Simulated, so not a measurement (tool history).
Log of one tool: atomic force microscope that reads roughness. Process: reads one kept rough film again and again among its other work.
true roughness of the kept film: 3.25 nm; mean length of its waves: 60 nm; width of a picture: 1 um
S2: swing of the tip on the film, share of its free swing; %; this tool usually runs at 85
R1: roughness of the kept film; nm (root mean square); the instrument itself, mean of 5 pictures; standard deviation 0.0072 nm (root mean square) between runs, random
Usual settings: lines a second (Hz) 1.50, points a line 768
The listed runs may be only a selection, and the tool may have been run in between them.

Run 1, hour 0.0: usual settings. Result: R1 2.834 nm (root mean square).
Run 2, hour 21.4: usual settings. Result: R1 2.839 nm (root mean square).
Run 3, hour 38.4: usual settings. Result: R1 2.834 nm (root mean square).
Run 4, hour 55.1: usual settings. Result: R1 2.833 nm (root mean square).
Run 5, hour 81.1: usual settings but S2 89 %. Result: R1 2.785 nm (root mean square).
Run 6, hour 106.9: usual settings but S2 89 %. Result: R1 2.779 nm (root mean square).
Run 7, hour 133.0: usual settings but S2 88 %. Result: R1 2.798 nm (root mean square).
Run 8, hour 150.2: usual settings. Result: R1 2.841 nm (root mean square).
Run 9, hour 165.6: usual settings. Result: R1 2.831 nm (root mean square).
Run 10, hour 191.0: usual settings. Result: R1 2.847 nm (root mean square).
Run 11, hour 207.3: usual settings but points a line 642. Result: R1 2.842 nm (root mean square).
Run 12, hour 229.3: usual settings but points a line 642. Result: R1 2.845 nm (root mean square).
Run 13, hour 248.1: usual settings but points a line 642. Result: R1 2.834 nm (root mean square).
Run 14, hour 264.1: usual settings but lines a second (Hz) 3.51. Result: R1 2.490 nm (root mean square).
Run 15, hour 281.0: usual settings but points a line 940. Result: R1 2.834 nm (root mean square).
Run 16, hour 298.0: usual settings. Result: R1 2.837 nm (root mean square).
Run 17, hour 315.8: usual settings. Result: R1 2.858 nm (root mean square).
Run 18, hour 336.5: usual settings but points a line 848. Result: R1 2.852 nm (root mean square).
Run 19, hour 351.5: usual settings. Result: R1 2.831 nm (root mean square).
Run 20, hour 378.1: usual settings. Result: R1 2.851 nm (root mean square).
Run 21, hour 391.8: usual settings but points a line 890. Result: R1 2.838 nm (root mean square).
Run 22, hour 408.9: usual settings but points a line 310. Result: R1 2.838 nm (root mean square).
Run 23, hour 421.7: usual settings but points a line 310. Result: R1 2.821 nm (root mean square).
Run 24, hour 436.3: usual settings but points a line 310. Result: R1 2.832 nm (root mean square).
Run 25, hour 457.6: usual settings but points a line 310. Result: R1 2.828 nm (root mean square).
Run 26, hour 470.5: usual settings but lines a second (Hz) 1.70, points a line 859. Result: R1 2.786 nm (root mean square).
Run 27, hour 489.0: usual settings but lines a second (Hz) 1.70, points a line 859. Result: R1 2.799 nm (root mean square).
Run 28, hour 514.5: usual settings but lines a second (Hz) 1.03, S2 75 %, points a line 783. Result: R1 3.029 nm (root mean square).
Run 29, hour 537.1: usual settings but lines a second (Hz) 1.23, S2 90 %, points a line 543. Result: R1 2.837 nm (root mean square).
Run 30, hour 555.4: usual settings but lines a second (Hz) 1.56, S2 61 %, points a line 543. Result: R1 3.061 nm (root mean square).
Run 31, hour 573.0: usual settings but S2 75 %. Result: R1 2.959 nm (root mean square).
Run 32, hour 599.3: usual settings but lines a second (Hz) 1.13, S2 75 %, points a line 410. Result: R1 3.002 nm (root mean square).
Run 33, hour 613.7: usual settings but lines a second (Hz) 1.22, S2 75 %, points a line 410. Result: R1 2.992 nm (root mean square).
Run 34, hour 636.7: usual settings but lines a second (Hz) 1.22, S2 75 %, points a line 410. Result: R1 2.977 nm (root mean square).
Run 35, hour 657.7: usual settings but lines a second (Hz) 1.22, S2 75 %, points a line 410. Result: R1 2.999 nm (root mean square).
Run 36, hour 670.8: usual settings but points a line 265. Result: R1 2.819 nm (root mean square).
Run 37, hour 693.1: usual settings but points a line 265. Result: R1 2.837 nm (root mean square).
Run 38, hour 719.6: usual settings but S2 78 %, points a line 751. Result: R1 2.913 nm (root mean square).
Run 39, hour 736.6: usual settings but lines a second (Hz) 1.76, S2 63 %, points a line 871. Result: R1 3.038 nm (root mean square).
Run 40, hour 759.3: usual settings but lines a second (Hz) 1.59, S2 57 %. Result: R1 3.091 nm (root mean square).
Run 41, hour 774.6: usual settings but lines a second (Hz) 1.36, S2 57 %, points a line 450. Result: R1 3.104 nm (root mean square).
Run 42, hour 802.5: usual settings but lines a second (Hz) 1.69, S2 57 %, points a line 775. Result: R1 3.079 nm (root mean square).
Run 43, hour 817.2: usual settings but lines a second (Hz) 1.07. Result: R1 2.923 nm (root mean square).
Run 44, hour 838.1: usual settings but lines a second (Hz) 1.07. Result: R1 2.913 nm (root mean square).
Run 45, hour 850.0: usual settings but lines a second (Hz) 1.07. Result: R1 2.930 nm (root mean square).
Run 46, hour 862.9: usual settings but lines a second (Hz) 1.07. Result: R1 2.919 nm (root mean square).
Run 47, hour 880.3: usual settings but lines a second (Hz) 1.07. Result: R1 2.931 nm (root mean square).
Run 48, hour 895.7: usual settings but lines a second (Hz) 1.07. Result: R1 2.927 nm (root mean square).
Run 49, hour 908.9: usual settings but lines a second (Hz) 1.07. Result: R1 2.923 nm (root mean square).
Run 50, hour 932.0: usual settings but lines a second (Hz) 1.07, S2 56 %. Result: R1 3.120 nm (root mean square).

Between the runs listed above, the log contained 17 entries, not reproduced here. Where in the sequence does each belong, and how does what the log doesn't record of the tool's condition differ from the listed run before to the listed run after?
Run 1 -> run 2: new tip fitted (hour 19.7)
  radius of the tip, nm: 7.1 -> 7
Run 4 -> run 5: new tip fitted (hour 74.7)
  radius of the tip, nm: 7.2 -> 7
Run 6 -> run 7: new tip fitted (hour 128.9)
  radius of the tip, nm: 7.2 -> 7
Run 9 -> run 10: new tip fitted (hour 183.3)
  radius of the tip, nm: 7.2 -> 7.1
Run 12 -> run 13: new tip fitted (hour 238.5)
  radius of the tip, nm: 7.2 -> 7.1
Run 15 -> run 16: new tip fitted (hour 293.8)
  radius of the tip, nm: 7.2 -> 7
Run 18 -> run 19: new tip fitted (hour 348.9)
  radius of the tip, nm: 7.2 -> 7
Run 21 -> run 22: new tip fitted (hour 404.8)
  radius of the tip, nm: 7.2 -> 7
Run 25 -> run 26: new tip fitted (hour 459.8)
  radius of the tip, nm: 7.3 -> 7.1
Run 27 -> run 28: new tip fitted (hour 514.5)
  radius of the tip, nm: 7.2 -> 7
Run 30 -> run 31: new tip fitted (hour 568.5)
  radius of the tip, nm: 7.2 -> 7
Run 33 -> run 34: new tip fitted (hour 624.1)
  radius of the tip, nm: 7.2 -> 7.1
Run 36 -> run 37: new tip fitted (hour 678.7)
  radius of the tip, nm: 7.2 -> 7.1
Run 38 -> run 39: new tip fitted (hour 733.2)
  radius of the tip, nm: 7.2 -> 7
Run 41 -> run 42: new tip fitted (hour 787.9)
  radius of the tip, nm: 7.2 -> 7.1
Run 44 -> run 45: new tip fitted (hour 843.5)
  radius of the tip, nm: 7.3 -> 7; height scale over the true one, %: -0.03 -> -0.04
Run 48 -> run 49: new tip fitted (hour 898.4)
  radius of the tip, nm: 7.3 -> 7.1
